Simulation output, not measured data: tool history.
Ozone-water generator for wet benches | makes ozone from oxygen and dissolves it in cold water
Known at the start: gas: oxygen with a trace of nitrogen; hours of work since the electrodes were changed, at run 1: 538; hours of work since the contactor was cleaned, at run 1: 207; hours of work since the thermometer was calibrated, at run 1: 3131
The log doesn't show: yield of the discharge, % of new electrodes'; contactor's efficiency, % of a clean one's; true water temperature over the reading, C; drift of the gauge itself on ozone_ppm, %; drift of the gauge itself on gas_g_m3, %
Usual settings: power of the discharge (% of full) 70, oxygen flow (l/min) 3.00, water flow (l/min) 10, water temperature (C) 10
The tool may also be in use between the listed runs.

run    hour  power of the discharge (% of full)  oxygen flow (l/min)  water flow (l/min)  water temperature (C)  hours of work since the electrodes were changed  hours of work since the contactor was cleaned  hours of work since the thermometer was calibrated  dissolved ozone (ppm)  ozone in the gas ahead of the water (g/m3)
  1     0.0                                  70                 3.00                  10                     10                                              538                                            207                                                3131                   37.3                                       267.2
  2    54.8                                  70                 3.00                  10                     10                                              585                                            255                                                3178                   37.1                                       268.6
  3   110.4                                  70                 3.00                  10                     10                                              634                                            303                                                3227                   37.1                                       265.2
  4   192.2                                  70                 3.00                  10                     10                                              705                                            374                                                3298                   36.7                                       267.7
      200.1  -- water thermometer calibrated
  5   269.0                                  70                 3.00                  10                     12                                              771                                            440                                                  60                   36.0                                       264.2
  6   335.8                                  70                 3.00                  10                     12                                              829                                            499                                                 118                   36.0                                       268.6
  7   421.6                                  70                 3.00                  10                     12                                              904                                            573                                                 193                   35.9                                       265.6
  8   506.8                                  70                 3.00                  10                      5                                              978                                            647                                                 267                   39.1                                       262.7
  9   585.1                                  70                 3.00                  10                     10                                             1046                                            715                                                 335                   37.1                                       263.5
 10   627.6                                  70                 3.00                  10                     10                                             1083                                            752                                                 372                   36.3                                       264.6
      668.1  -- water thermometer calibrated, once more
 11   701.1                                  69                 3.00                  10                     10                                             1147                                            816                                                  29                   36.5                                       260.5
 12   783.4                                  69                 3.00                  10                     10                                             1218                                            887                                                 100                   35.9                                       259.4
 13   845.7                                  70                 3.00                  10                     10                                             1272                                            942                                                 154                   36.4                                       262.6
 14   933.9                                  47                 3.00                  10                     10                                             1349                                           1018                                                 231                   27.4                                       196.3
 15   992.2                                  47                 3.00                  10                     10                                             1400                                           1069                                                 282                   27.1                                       195.3
 16  1055.3                                  70                 3.00                   7                     10                                             1455                                           1124                                                 337                   47.9                                       259.4
 17  1148.5                                  41                 1.84                  15                     10                                             1536                                           1205                                                 418                   16.1                                       243.4
 18  1219.1                                  42                 3.00                  10                     10                                             1597                                           1266                                                 479                   25.0                                       179.3
 19  1297.5                                  60                 1.54                   7                     16                                             1665                                           1334                                                 547                   42.8                                       362.5
 20  1381.2                                  60                 1.93                   7                      7                                             1738                                           1407                                                 620                   47.3                                       309.9
 21  1444.7                                  83                 2.39                   7                     13                                             1793                                           1462                                                 675                   54.0                                       342.4

The next listed run, before its measurement:
 22  1515.0                                  70                 3.00                  13                      7                                             1854                                           1524                                                 736                      ?                                           ?

Run 22 gave dissolved ozone (ppm) 28.9, ozone in the gas ahead of the water (g/m3) 260.3.
Without the tool's hidden state the same run would have given dissolved ozone (ppm) 30.5, ozone in the gas ahead of the water (g/m3) 271.5.
